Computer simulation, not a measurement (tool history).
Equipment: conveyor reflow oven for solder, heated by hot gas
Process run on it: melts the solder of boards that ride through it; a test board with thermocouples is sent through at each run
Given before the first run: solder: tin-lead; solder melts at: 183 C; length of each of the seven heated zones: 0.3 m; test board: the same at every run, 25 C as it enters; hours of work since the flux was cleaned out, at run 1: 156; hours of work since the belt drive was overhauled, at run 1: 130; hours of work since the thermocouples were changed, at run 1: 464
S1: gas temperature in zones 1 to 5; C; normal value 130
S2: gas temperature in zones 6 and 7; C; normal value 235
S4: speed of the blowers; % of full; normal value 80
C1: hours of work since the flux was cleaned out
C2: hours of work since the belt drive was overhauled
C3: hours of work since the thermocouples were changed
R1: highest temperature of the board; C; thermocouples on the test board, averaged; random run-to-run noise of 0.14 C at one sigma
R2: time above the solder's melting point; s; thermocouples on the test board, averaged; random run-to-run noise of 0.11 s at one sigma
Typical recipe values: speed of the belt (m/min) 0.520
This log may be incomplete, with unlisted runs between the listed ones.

{"run": 1, "day": 0.0, "S1": 130, "S2": 235, "speed of the belt (m/min)": 0.52, "S4": 80, "C1": 156, "C2": 130, "C3": 464, "R1": 220.3, "R2": 51.9}
{"run": 2, "day": 0.362, "S1": 130, "S2": 235, "speed of the belt (m/min)": 0.52, "S4": 80, "C1": 162, "C2": 137, "C3": 471, "R1": 220.5, "R2": 51.7}
{"run": 3, "day": 0.779, "S1": 130, "S2": 235, "speed of the belt (m/min)": 0.52, "S4": 80, "C1": 170, "C2": 144, "C3": 478, "R1": 220.1, "R2": 51.9}
{"run": 4, "day": 1.079, "S1": 130, "S2": 235, "speed of the belt (m/min)": 0.52, "S4": 80, "C1": 175, "C2": 150, "C3": 483, "R1": 220.2, "R2": 51.7}
{"run": 5, "day": 1.412, "S1": 130, "S2": 235, "speed of the belt (m/min)": 0.52, "S4": 80, "C1": 181, "C2": 155, "C3": 489, "R1": 220.2, "R2": 51.7}
{"run": 6, "day": 1.817, "S1": 130, "S2": 235, "speed of the belt (m/min)": 0.52, "S4": 80, "C1": 188, "C2": 163, "C3": 496, "R1": 219.8, "R2": 51.7}
{"run": 7, "day": 2.229, "S1": 130, "S2": 235, "speed of the belt (m/min)": 0.52, "S4": 80, "C1": 196, "C2": 170, "C3": 504, "R1": 219.9, "R2": 51.5}
{"run": 8, "day": 2.512, "S1": 130, "S2": 235, "speed of the belt (m/min)": 0.52, "S4": 80, "C1": 201, "C2": 175, "C3": 509, "R1": 220.0, "R2": 51.7}
{"run": 9, "day": 2.892, "S1": 130, "S2": 249, "speed of the belt (m/min)": 0.52, "S4": 80, "C1": 207, "C2": 182, "C3": 515, "R1": 232.1, "R2": 58.5}
{"run": 10, "day": 3.35, "S1": 130, "S2": 249, "speed of the belt (m/min)": 0.52, "S4": 80, "C1": 215, "C2": 190, "C3": 524, "R1": 232.2, "R2": 58.5}
{"run": 11, "day": 3.729, "S1": 130, "S2": 249, "speed of the belt (m/min)": 0.497, "S4": 80, "C1": 222, "C2": 197, "C3": 530, "R1": 233.7, "R2": 62.0}
{"day": 3.962, "done": "flux residue cleaned out of gas plates and filters"}
{"run": 12, "day": 4.367, "S1": 130, "S2": 249, "speed of the belt (m/min)": 0.497, "S4": 73, "C1": 7, "C2": 204, "C3": 538, "R1": 231.1, "R2": 60.4}
{"run": 13, "day": 4.775, "S1": 130, "S2": 229, "speed of the belt (m/min)": 0.497, "S4": 73, "C1": 14, "C2": 211, "C3": 545, "R1": 212.9, "R2": 48.5}
{"day": 5.058, "done": "flux residue cleaned out of gas plates and filters, once more"}
{"run": 14, "day": 5.333, "S1": 130, "S2": 229, "speed of the belt (m/min)": 0.497, "S4": 73, "C1": 5, "C2": 218, "C3": 551, "R1": 216.1, "R2": 51.6}
{"run": 15, "day": 5.612, "S1": 130, "S2": 242, "speed of the belt (m/min)": 0.52, "S4": 80, "C1": 10, "C2": 223, "C3": 556, "R1": 228.4, "R2": 56.3}
{"run": 16, "day": 5.858, "S1": 130, "S2": 242, "speed of the belt (m/min)": 0.52, "S4": 80, "C1": 14, "C2": 227, "C3": 561, "R1": 228.4, "R2": 56.8}
{"run": 17, "day": 6.212, "S1": 130, "S2": 242, "speed of the belt (m/min)": 0.52, "S4": 80, "C1": 20, "C2": 233, "C3": 567, "R1": 228.2, "R2": 56.5}
{"run": 18, "day": 6.683, "S1": 134, "S2": 223, "speed of the belt (m/min)": 0.52, "S4": 80, "C1": 29, "C2": 242, "C3": 575, "R1": 211.6, "R2": 47.5}
{"run": 19, "day": 7.104, "S1": 120, "S2": 235, "speed of the belt (m/min)": 0.52, "S4": 80, "C1": 36, "C2": 249, "C3": 583, "R1": 220.6, "R2": 49.5}
{"run": 20, "day": 7.608, "S1": 130, "S2": 236, "speed of the belt (m/min)": 0.52, "S4": 84, "C1": 45, "C2": 258, "C3": 592, "R1": 223.8, "R2": 54.3}
{"run": 21, "day": 7.967, "S1": 130, "S2": 236, "speed of the belt (m/min)": 0.52, "S4": 84, "C1": 52, "C2": 264, "C3": 598, "R1": 223.4, "R2": 54.1}
{"run": 22, "day": 8.488, "S1": 130, "S2": 236, "speed of the belt (m/min)": 0.52, "S4": 84, "C1": 61, "C2": 274, "C3": 607, "R1": 223.7, "R2": 54.2}
{"run": 23, "day": 8.8, "S1": 130, "S2": 236, "speed of the belt (m/min)": 0.52, "S4": 84, "C1": 66, "C2": 279, "C3": 613, "R1": 223.5, "R2": 54.2}
{"run": 24, "day": 9.104, "S1": 130, "S2": 236, "speed of the belt (m/min)": 0.52, "S4": 84, "C1": 72, "C2": 285, "C3": 618, "R1": 223.3, "R2": 53.9}
{"run": 25, "day": 9.362, "S1": 130, "S2": 243, "speed of the belt (m/min)": 0.424, "S4": 80, "C1": 76, "C2": 289, "C3": 623, "R1": 234.8, "R2": 74.0}
{"run": 26, "day": 9.883, "S1": 125, "S2": 237, "speed of the belt (m/min)": 0.497, "S4": 52, "C1": 86, "C2": 298, "C3": 632, "R1": 214.1, "R2": 47.1}

Predict the results of run 27:
{"run": 27, "day": 10.142, "S1": 130, "S2": 230, "speed of the belt (m/min)": 0.603, "S4": 80, "C1": 90, "C2": 303, "C3": 637, "R1": "?", "R2": "?"}

{"run 27": {"R1": 211.8, "R2": 38.8}}
Were there no unlogged condition in the tool, this run, its random variation unchanged, would have produced R1 211.6 C, R2 38.8 s.
